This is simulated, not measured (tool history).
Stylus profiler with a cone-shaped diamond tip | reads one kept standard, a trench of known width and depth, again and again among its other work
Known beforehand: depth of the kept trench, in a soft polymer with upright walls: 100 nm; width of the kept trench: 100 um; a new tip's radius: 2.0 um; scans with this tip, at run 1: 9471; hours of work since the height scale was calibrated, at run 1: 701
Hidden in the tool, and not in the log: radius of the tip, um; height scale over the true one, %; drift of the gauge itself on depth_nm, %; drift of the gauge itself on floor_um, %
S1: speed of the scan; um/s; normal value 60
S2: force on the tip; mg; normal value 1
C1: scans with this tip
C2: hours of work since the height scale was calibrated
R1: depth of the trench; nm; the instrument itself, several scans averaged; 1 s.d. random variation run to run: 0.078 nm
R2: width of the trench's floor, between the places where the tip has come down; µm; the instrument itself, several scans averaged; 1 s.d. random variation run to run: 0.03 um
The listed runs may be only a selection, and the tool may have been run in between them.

run	hour	S1	S2	C1	C2	R1	R2
1	0	60	1	9471	701	100.18	97.66
2	69.8	60	1	9904	733	100.23	97.63
3	120.6	60	0.39	10218	756	100.11	97.46
4	179	60	0.44	10580	783	99.99	97.46
5	212.3	60	0.44	10786	798	100.04	97.46
6	278.8	60	0.51	11198	829	100.09	97.43
7	350	60	0.51	11639	861	100.09	97.4
8	415.5	60	0.51	12045	891	100.08	97.42
9	477.3	60	0.51	12427	920	100.07	97.42
10	517.3	60	0.51	12675	938	100.07	97.38
11	589.3	217	1	13121	971	100.12	96.57
12	650.8	217	1	13502	999	100.22	96.51
13	709.5	217	1	13865	1026	100.19	96.49
14	771.8	86	1	14251	1055	100.13	97.23
15	846.4	121	1	14713	1089	100.2	97.06
16	879	121	1	14915	1104	100.14	97.02
# hour 886.9: height scale calibrated on a step standard
17	912.7	121	1	15121	12	99.9	97
18	949.4	108	1	15348	29	100.02	97.11
# hour 964.6: new tip fitted, height scale calibrated
19	1016.3	17	1.36	321	24	100.52	98.62
20	1064.7	17	1.36	620	46	100.51	98.61
21	1140.7	75	1.36	1091	81	100.4	98.26
22	1183.1	75	1.36	1354	100	100.49	98.25
# hour 1195.1: height scale calibrated on a step standard, once more
23	1239.7	75	1.36	1701	20	100.54	98.23
24	1305.5	73	1.28	2109	51	100.26	98.22
25	1340.1	60	0.65	2323	66	100.28	98.12
26	1410.5	60	0.66	2759	99	100.23	98.06
27	1480.4	123	1.89	3192	131	100.62	98
28	1519.1	44	1.27	3431	148	100.42	98.26
29	1579.2	110	0.34	3804	176	100.05	97.24
30	1618.4	25	0.61	4046	194	100.21	98.24
31	1659.9	60	1.07	4303	213	100.39	98.1
32	1709.7	141	1.06	4612	236	100.3	97.56
33	1741.6	22	1.58	4809	250	100.42	98.33
34	1812.3	17	0.7	5247	283	100.15	98.22
35	1850.8	31	2.53	5486	300	100.71	98.24

For each entry between runs, how does the tool's hidden state at the last listed run before it compare with that at the first listed run after it?
After run 16, before run 17: height scale calibrated on a step standard (hour 886.9)
  radius of the tip, um: 6.17 -> 6.23; height scale over the true one, %: -0.317 -> -0.476
  measured value less the no-hidden-state value, R1: -0.32 -> -0.48 nm; R2: -0.96 -> -0.97 µm
After run 18, before run 19: new tip fitted, height scale calibrated (hour 964.6)
  radius of the tip, um: 6.29 -> 2.04; height scale over the true one, %: -0.48 -> -0.03
  measured value less the no-hidden-state value, R1: -0.48 -> -0.03 nm; R2: -0.98 -> -0.01 µm
After run 22, before run 23: height scale calibrated on a step standard, once more (hour 1195.1)
  radius of the tip, um: 2.32 -> 2.41; height scale over the true one, %: -0.054 -> -0.051
  measured value less the no-hidden-state value, R1: -0.06 -> -0.05 nm; R2: -0.1 -> -0.12 µm
